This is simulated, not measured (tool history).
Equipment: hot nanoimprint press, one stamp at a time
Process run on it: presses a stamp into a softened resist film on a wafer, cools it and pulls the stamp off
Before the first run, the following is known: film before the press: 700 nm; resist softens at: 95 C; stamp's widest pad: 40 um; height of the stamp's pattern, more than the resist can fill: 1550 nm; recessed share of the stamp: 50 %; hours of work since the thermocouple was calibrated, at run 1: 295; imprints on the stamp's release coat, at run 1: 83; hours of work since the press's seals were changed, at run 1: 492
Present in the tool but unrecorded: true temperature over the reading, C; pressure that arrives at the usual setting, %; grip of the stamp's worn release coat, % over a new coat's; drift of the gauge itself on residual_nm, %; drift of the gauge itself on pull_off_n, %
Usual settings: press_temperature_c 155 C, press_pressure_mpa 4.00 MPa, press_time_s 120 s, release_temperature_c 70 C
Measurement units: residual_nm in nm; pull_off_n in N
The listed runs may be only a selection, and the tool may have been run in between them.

run,hour,press_temperature_c,press_pressure_mpa,press_time_s,release_temperature_c,hours of work since the thermocouple was calibrated,imprints on the stamp's release coat,hours of work since the press's seals were changed,residual_nm,pull_off_n
1,0.0,155,4.00,120,70,295,83,492,264.8,219
2,39.8,155,4.00,120,70,314,191,511,265.1,237
3,83.0,155,4.00,120,70,334,309,531,262.6,235
4,147.5,155,4.00,120,70,363,485,560,262.4,227
5,213.4,166,4.00,120,70,394,665,591,175.8,230
6,277.7,166,4.00,120,70,423,841,620,176.5,232
7,314.1,166,4.00,120,70,440,940,637,176.2,236
8,382.8,155,4.00,120,70,471,1127,668,264.8,237
# hour 411.4: plate thermocouple calibrated
9,457.7,155,4.00,120,70,21,1323,702,266.7,228
10,512.7,155,4.71,132,56,47,1473,727,233.1,286
# hour 570.4: stamp cleaned and given a new release coat
11,570.4,155,4.71,132,56,70,0,751,234.8,277
12,612.2,155,4.71,132,56,90,115,770,233.5,279
13,656.7,155,5.19,65,70,110,236,790,292.0,225
14,736.7,155,5.19,65,70,147,454,827,291.8,228
15,778.9,155,5.19,65,70,166,569,847,292.3,241
16,812.7,155,5.19,65,70,182,661,862,292.5,230
17,878.7,164,4.39,113,70,212,841,892,184.9,237

Alternative continuations, all from the tool just after run 17; predict every row:
A,934.1,158,5.28,113,70,238,993,918,?,?
B,934.1,151,2.44,113,70,238,993,918,?,?
C,934.1,164,5.16,113,72,238,993,918,?,?

run,residual_nm,pull_off_n
A,208.0,227
B,395.1,227
C,167.6,226
What these runs would have given with no unlogged condition in the tool:
run,residual_nm,pull_off_n
A,207.7,226
B,394.8,226
C,167.4,225

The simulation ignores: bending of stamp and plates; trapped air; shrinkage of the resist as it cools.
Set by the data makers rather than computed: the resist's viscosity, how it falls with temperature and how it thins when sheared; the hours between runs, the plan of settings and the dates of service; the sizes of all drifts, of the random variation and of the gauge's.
